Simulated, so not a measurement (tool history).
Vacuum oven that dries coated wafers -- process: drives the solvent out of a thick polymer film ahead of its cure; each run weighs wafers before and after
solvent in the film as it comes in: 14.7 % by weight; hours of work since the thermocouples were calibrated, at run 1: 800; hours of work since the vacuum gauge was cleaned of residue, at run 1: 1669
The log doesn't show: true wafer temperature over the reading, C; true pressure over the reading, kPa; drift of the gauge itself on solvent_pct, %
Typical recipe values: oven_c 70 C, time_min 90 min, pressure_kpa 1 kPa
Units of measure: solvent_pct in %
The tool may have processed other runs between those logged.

run	hour	oven_c	time_min	pressure_kpa	hours of work since the thermocouples were calibrated	hours of work since the vacuum gauge was cleaned of residue	solvent_pct
1	0	70	90	1	800	1669	3.26
2	77.5	70	64	1	840	1709	3.62
3	150	70	64	1	878	1747	3.79
4	196.3	70	64	1	902	1771	3.74
5	277.5	70	64	1	944	1813	3.8
6	340.7	70	64	1	977	1846	3.75

Run 7, settings as shown, results not yet in. Your forecast:
7	379.1	62	64	1	997	1866	?

{"run 7": {"solvent_pct": 5.87}}
If the tool had no hidden condition, the same run with the same run-to-run variation would have returned solvent_pct 5.28 %.

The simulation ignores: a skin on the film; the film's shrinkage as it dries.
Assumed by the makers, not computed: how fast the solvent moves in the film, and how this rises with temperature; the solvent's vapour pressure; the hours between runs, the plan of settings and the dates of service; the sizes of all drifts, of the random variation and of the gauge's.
